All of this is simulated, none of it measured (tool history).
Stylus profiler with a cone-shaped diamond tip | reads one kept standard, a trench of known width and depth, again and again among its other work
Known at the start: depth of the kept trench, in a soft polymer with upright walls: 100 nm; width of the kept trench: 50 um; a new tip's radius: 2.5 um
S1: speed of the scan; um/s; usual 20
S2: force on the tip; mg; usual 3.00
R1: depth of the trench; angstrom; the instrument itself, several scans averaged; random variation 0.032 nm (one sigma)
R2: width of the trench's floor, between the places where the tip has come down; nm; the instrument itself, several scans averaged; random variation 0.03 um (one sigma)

Run 1, hour 0.0: usual settings. Result: R1 1013.9 angstrom, R2 48540 nm.
Run 2, hour 59.9: usual settings. Result: R1 1013.0 angstrom, R2 48500 nm.
Run 3, hour 98.9: usual settings. Result: R1 1013.7 angstrom, R2 48480 nm.
Run 4, hour 163.3: usual settings but S1 15 um/s. Result: R1 1014.5 angstrom, R2 48510 nm.
Run 5, hour 214.4: usual settings but S1 15 um/s, S2 1.06 mg. Result: R1 1006.9 angstrom, R2 48530 nm.
Run 6, hour 247.7: usual settings but S2 4.87 mg. Result: R1 1019.4 angstrom, R2 48540 nm.
Run 7, hour 312.6: usual settings but S2 4.87 mg. Result: R1 1019.5 angstrom, R2 48520 nm.
Run 8, hour 354.4: usual settings but S2 2.37 mg. Result: R1 1012.3 angstrom, R2 48450 nm.
Run 9, hour 413.4: usual settings but S2 2.37 mg. Result: R1 1012.3 angstrom, R2 48490 nm.
Run 10, hour 455.1: usual settings but S2 2.37 mg. Result: R1 1011.4 angstrom, R2 48500 nm.
Run 11, hour 483.3: usual settings but S1 15 um/s. Result: R1 1013.7 angstrom, R2 48550 nm.
Run 12, hour 523.9: usual settings but S1 15 um/s. Result: R1 1014.1 angstrom, R2 48520 nm.
Run 13, hour 568.4: usual settings but S1 21 um/s. Result: R1 1014.3 angstrom, R2 48530 nm.
Run 14, hour 599.5: usual settings but S1 21 um/s. Result: R1 1013.6 angstrom, R2 48610 nm.
Run 15, hour 643.5: usual settings. Result: R1 1013.8 angstrom, R2 48550 nm.
Run 16, hour 674.2: usual settings but S1 74 um/s. Result: R1 1013.7 angstrom, R2 48340 nm.
Run 17, hour 715.6: usual settings but S1 74 um/s. Result: R1 1014.3 angstrom, R2 48350 nm.
Run 18, hour 746.2: usual settings but S1 74 um/s. Result: R1 1013.8 angstrom, R2 48320 nm.
Run 19, hour 786.7: usual settings but S1 74 um/s. Result: R1 1013.7 angstrom, R2 48340 nm.
Run 20, hour 829.2: usual settings but S1 41 um/s. Result: R1 1014.0 angstrom, R2 48440 nm.
Run 21, hour 890.3: usual settings but S2 6.00 mg. Result: R1 1022.6 angstrom, R2 48570 nm.
Run 22, hour 935.2: usual settings but S1 16 um/s, S2 6.00 mg. Result: R1 1022.3 angstrom, R2 48560 nm.
Run 23, hour 976.1: usual settings but S1 16 um/s, S2 6.00 mg. Result: R1 1022.3 angstrom, R2 48570 nm.
Run 24, hour 1017.5: usual settings but S1 16 um/s, S2 6.00 mg. Result: R1 1022.0 angstrom, R2 48540 nm.
Run 25, hour 1056.9: usual settings but S1 40 um/s. Result: R1 1013.7 angstrom, R2 48440 nm.
Run 26, hour 1091.8: usual settings but S1 40 um/s. Result: R1 1014.1 angstrom, R2 48370 nm.
Run 27, hour 1129.7: usual settings but S1 16 um/s, S2 5.95 mg. Result: R1 1022.5 angstrom, R2 48560 nm.
Run 28, hour 1157.1: usual settings but S1 7 um/s, S2 2.04 mg. Result: R1 1010.3 angstrom, R2 48520 nm.
Run 29, hour 1188.5: usual settings but S1 7 um/s, S2 7.75 mg. Result: R1 1026.4 angstrom, R2 48590 nm.
Run 30, hour 1235.4: usual settings but S1 8 um/s, S2 5.18 mg. Result: R1 1020.8 angstrom, R2 48590 nm.
Run 31, hour 1272.3: usual settings but S1 5 um/s, S2 2.08 mg. Result: R1 1011.4 angstrom, R2 48520 nm.
Run 32, hour 1299.4: usual settings but S1 5 um/s, S2 2.08 mg. Result: R1 1010.5 angstrom, R2 48500 nm.
Run 33, hour 1354.1: usual settings but S1 38 um/s, S2 1.39 mg. Result: R1 1008.3 angstrom, R2 48420 nm.
Run 34, hour 1406.6: usual settings but S1 38 um/s, S2 1.39 mg. Result: R1 1008.6 angstrom, R2 48390 nm.
Run 35, hour 1435.5: usual settings but S1 7 um/s, S2 5.09 mg. Result: R1 1019.6 angstrom, R2 48570 nm.
Run 36, hour 1479.4: usual settings but S1 7 um/s, S2 5.09 mg. Result: R1 1020.6 angstrom, R2 48540 nm.
Run 37, hour 1510.7: usual settings but S1 70 um/s, S2 3.49 mg. Result: R1 1015.4 angstrom, R2 48420 nm.
Run 38, hour 1554.9: usual settings but S1 13 um/s, S2 1.23 mg. Result: R1 1007.6 angstrom, R2 48570 nm.
Run 39, hour 1591.3: usual settings but S1 37 um/s, S2 5.51 mg. Result: R1 1020.8 angstrom, R2 48520 nm.
Run 40, hour 1632.1: usual settings but S1 68 um/s, S2 4.84 mg. Result: R1 1018.7 angstrom, R2 48430 nm.
Run 41, hour 1694.2: usual settings but S1 10 um/s, S2 1.69 mg. Result: R1 1009.5 angstrom, R2 48600 nm.
Run 42, hour 1759.5: usual settings but S1 15 um/s, S2 8.94 mg. Result: R1 1028.5 angstrom, R2 48490 nm.
Run 43, hour 1802.5: usual settings but S1 15 um/s, S2 8.94 mg. Result: R1 1029.5 angstrom, R2 48590 nm.
Run 44, hour 1836.6: usual settings but S1 18 um/s, S2 8.39 mg. Result: R1 1028.2 angstrom, R2 48510 nm.
Run 45, hour 1899.0: usual settings but S1 18 um/s, S2 8.39 mg. Result: R1 1027.9 angstrom, R2 48570 nm.
Run 46, hour 1945.2: usual settings but S2 8.63 mg. Result: R1 1028.4 angstrom, R2 48530 nm.
Run 47, hour 1994.8: usual settings but S2 1.94 mg. Result: R1 1010.5 angstrom, R2 48520 nm.

Forecast each of these 3 alternatives for the next run:
Run A, hour 2028.5: usual settings but S1 9 um/s, S2 2.77 mg. Result: R1 ?, R2 ?.
Run B, hour 2028.5: usual settings but S1 15 um/s, S2 8.89 mg. Result: R1 ?, R2 ?.
Run C, hour 2028.5: usual settings but S1 48 um/s, S2 1.94 mg. Result: R1 ?, R2 ?.

run      R1     R2
  A  1013.4  48540
  B  1028.9  48590
  C  1010.9  48390
Without the tool's hidden state the same runs would have given:
run      R1     R2
  A  1013.3  48550
  B  1028.9  48600
  C  1010.8  48390

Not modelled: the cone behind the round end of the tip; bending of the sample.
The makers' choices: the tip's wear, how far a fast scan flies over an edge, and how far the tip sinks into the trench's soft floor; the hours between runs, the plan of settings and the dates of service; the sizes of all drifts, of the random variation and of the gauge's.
